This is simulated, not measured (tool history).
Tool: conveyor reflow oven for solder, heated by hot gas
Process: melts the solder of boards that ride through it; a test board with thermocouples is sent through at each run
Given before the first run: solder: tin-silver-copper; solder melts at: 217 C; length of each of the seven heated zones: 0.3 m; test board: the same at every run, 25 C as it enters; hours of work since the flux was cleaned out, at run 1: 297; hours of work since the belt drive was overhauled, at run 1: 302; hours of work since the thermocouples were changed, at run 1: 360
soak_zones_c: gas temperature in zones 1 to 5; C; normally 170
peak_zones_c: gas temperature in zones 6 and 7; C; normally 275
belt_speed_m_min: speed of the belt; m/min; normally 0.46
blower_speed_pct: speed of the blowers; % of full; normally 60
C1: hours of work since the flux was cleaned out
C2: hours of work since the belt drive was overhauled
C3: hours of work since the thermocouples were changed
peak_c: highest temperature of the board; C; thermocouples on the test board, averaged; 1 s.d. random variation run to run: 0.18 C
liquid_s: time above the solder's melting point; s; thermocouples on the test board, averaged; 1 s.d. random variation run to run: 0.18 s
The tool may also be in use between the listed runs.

run 1 day=0 | soak_zones_c=170 peak_zones_c=275 belt_speed_m_min=0.46 blower_speed_pct=60 | C1=297 C2=302 C3=360 | peak_c=252.5 liquid_s=56.2
run 2 day=0.396 | soak_zones_c=170 peak_zones_c=275 belt_speed_m_min=0.46 blower_speed_pct=60 | C1=304 C2=308 C3=366 | peak_c=252.6 liquid_s=56.1
run 3 day=0.671 | soak_zones_c=170 peak_zones_c=275 belt_speed_m_min=0.46 blower_speed_pct=60 | C1=309 C2=313 C3=371 | peak_c=252.6 liquid_s=55.9
run 4 day=1.121 | soak_zones_c=170 peak_zones_c=275 belt_speed_m_min=0.391 blower_speed_pct=60 | C1=316 C2=320 C3=378 | peak_c=258.8 liquid_s=72.7
run 5 day=1.471 | soak_zones_c=170 peak_zones_c=274 belt_speed_m_min=0.46 blower_speed_pct=60 | C1=322 C2=326 C3=384 | peak_c=251.9 liquid_s=55.5
run 6 day=1.9 | soak_zones_c=170 peak_zones_c=274 belt_speed_m_min=0.46 blower_speed_pct=60 | C1=329 C2=333 C3=391 | peak_c=251.9 liquid_s=55.7
run 7 day=2.342 | soak_zones_c=170 peak_zones_c=274 belt_speed_m_min=0.46 blower_speed_pct=60 | C1=336 C2=341 C3=399 | peak_c=251.6 liquid_s=55.4
run 8 day=2.579 | soak_zones_c=170 peak_zones_c=274 belt_speed_m_min=0.46 blower_speed_pct=60 | C1=340 C2=345 C3=403 | peak_c=251.7 liquid_s=55.5
run 9 day=3.012 | soak_zones_c=170 peak_zones_c=274 belt_speed_m_min=0.46 blower_speed_pct=60 | C1=348 C2=352 C3=410 | peak_c=251.8 liquid_s=55.4
run 10 day=3.546 | soak_zones_c=170 peak_zones_c=274 belt_speed_m_min=0.46 blower_speed_pct=60 | C1=356 C2=361 C3=419 | peak_c=251.9 liquid_s=55.5
run 11 day=3.846 | soak_zones_c=170 peak_zones_c=274 belt_speed_m_min=0.46 blower_speed_pct=60 | C1=361 C2=366 C3=424 | peak_c=251.9 liquid_s=55.6
run 12 day=4.171 | soak_zones_c=170 peak_zones_c=274 belt_speed_m_min=0.46 blower_speed_pct=60 | C1=367 C2=371 C3=429 | peak_c=252.1 liquid_s=55.6
run 13 day=4.562 | soak_zones_c=170 peak_zones_c=275 belt_speed_m_min=0.46 blower_speed_pct=60 | C1=373 C2=378 C3=436 | peak_c=252.9 liquid_s=56
run 14 day=5.092 | soak_zones_c=170 peak_zones_c=275 belt_speed_m_min=0.46 blower_speed_pct=60 | C1=382 C2=387 C3=444 | peak_c=252.9 liquid_s=56.3
run 15 day=5.625 | soak_zones_c=170 peak_zones_c=275 belt_speed_m_min=0.499 blower_speed_pct=60 | C1=391 C2=395 C3=453 | peak_c=249.2 liquid_s=48.3
run 16 day=5.896 | soak_zones_c=173 peak_zones_c=288 belt_speed_m_min=0.465 blower_speed_pct=68 | C1=396 C2=400 C3=458 | peak_c=266.8 liquid_s=66
run 17 day=6.383 | soak_zones_c=184 peak_zones_c=279 belt_speed_m_min=0.46 blower_speed_pct=60 | C1=404 C2=408 C3=466 | peak_c=259.2 liquid_s=66.4
run 18 day=6.629 | soak_zones_c=184 peak_zones_c=279 belt_speed_m_min=0.46 blower_speed_pct=60 | C1=408 C2=412 C3=470 | peak_c=258.7 liquid_s=66
run 19 day=7.162 | soak_zones_c=165 peak_zones_c=284 belt_speed_m_min=0.509 blower_speed_pct=60 | C1=417 C2=421 C3=479 | peak_c=254.5 liquid_s=49.8
run 20 day=7.425 | soak_zones_c=161 peak_zones_c=271 belt_speed_m_min=0.46 blower_speed_pct=60 | C1=421 C2=425 C3=483 | peak_c=247.4 liquid_s=48.8
run 21 day=7.896 | soak_zones_c=161 peak_zones_c=278 belt_speed_m_min=0.46 blower_speed_pct=60 | C1=429 C2=433 C3=491 | peak_c=253.4 liquid_s=53.5
run 22 day=8.212 | soak_zones_c=166 peak_zones_c=288 belt_speed_m_min=0.46 blower_speed_pct=60 | C1=434 C2=439 C3=496 | peak_c=262.8 liquid_s=61.7
run 23 day=8.612 | soak_zones_c=166 peak_zones_c=288 belt_speed_m_min=0.386 blower_speed_pct=60 | C1=441 C2=445 C3=503 | peak_c=270.2 liquid_s=79.3
run 24 day=8.975 | soak_zones_c=159 peak_zones_c=286 belt_speed_m_min=0.402 blower_speed_pct=57 | C1=447 C2=451 C3=509 | peak_c=264.6 liquid_s=70.2
run 25 day=9.346 | soak_zones_c=173 peak_zones_c=275 belt_speed_m_min=0.46 blower_speed_pct=60 | C1=453 C2=458 C3=515 | peak_c=253.3 liquid_s=57.6
run 26 day=9.642 | soak_zones_c=161 peak_zones_c=270 belt_speed_m_min=0.484 blower_speed_pct=69 | C1=458 C2=462 C3=520 | peak_c=247.4 liquid_s=46.5
run 27 day=10 | soak_zones_c=156 peak_zones_c=288 belt_speed_m_min=0.431 blower_speed_pct=78 | C1=464 C2=468 C3=526 | peak_c=269.5 liquid_s=68
run 28 day=10.454 | soak_zones_c=170 peak_zones_c=275 belt_speed_m_min=0.46 blower_speed_pct=57 | C1=472 C2=476 C3=534 | peak_c=251.5 liquid_s=55.5
-- day=10.829 flux residue cleaned out of gas plates and filters
run 29 day=11.138 | soak_zones_c=165 peak_zones_c=268 belt_speed_m_min=0.54 blower_speed_pct=61 | C1=5 C2=484 C3=542 | peak_c=239.5 liquid_s=34.3
run 30 day=11.367 | soak_zones_c=169 peak_zones_c=268 belt_speed_m_min=0.534 blower_speed_pct=54 | C1=9 C2=488 C3=546 | peak_c=237.7 liquid_s=34.1

Forecast each of these 4 alternatives for the next run:
run A day=11.758 | soak_zones_c=158 peak_zones_c=273 belt_speed_m_min=0.511 blower_speed_pct=60 | C1=16 C2=494 C3=552 | peak_c=? liquid_s=?
run B day=11.758 | soak_zones_c=166 peak_zones_c=271 belt_speed_m_min=0.534 blower_speed_pct=52 | C1=16 C2=494 C3=552 | peak_c=? liquid_s=?
run C day=11.758 | soak_zones_c=184 peak_zones_c=289 belt_speed_m_min=0.46 blower_speed_pct=62 | C1=16 C2=494 C3=552 | peak_c=? liquid_s=?
run D day=11.758 | soak_zones_c=160 peak_zones_c=275 belt_speed_m_min=0.535 blower_speed_pct=58 | C1=16 C2=494 C3=552 | peak_c=? liquid_s=?

run=A peak_c=244 liquid_s=39.3
run=B peak_c=238.6 liquid_s=33.3
run=C peak_c=268.1 liquid_s=70.8
run=D peak_c=242.3 liquid_s=36.3
Without the tool's unlogged condition, the same runs would have read:
run=A peak_c=244 liquid_s=39.3
run=B peak_c=238.6 liquid_s=33.3
run=C peak_c=268.1 liquid_s=70.8
run=D peak_c=242.3 liquid_s=36.3

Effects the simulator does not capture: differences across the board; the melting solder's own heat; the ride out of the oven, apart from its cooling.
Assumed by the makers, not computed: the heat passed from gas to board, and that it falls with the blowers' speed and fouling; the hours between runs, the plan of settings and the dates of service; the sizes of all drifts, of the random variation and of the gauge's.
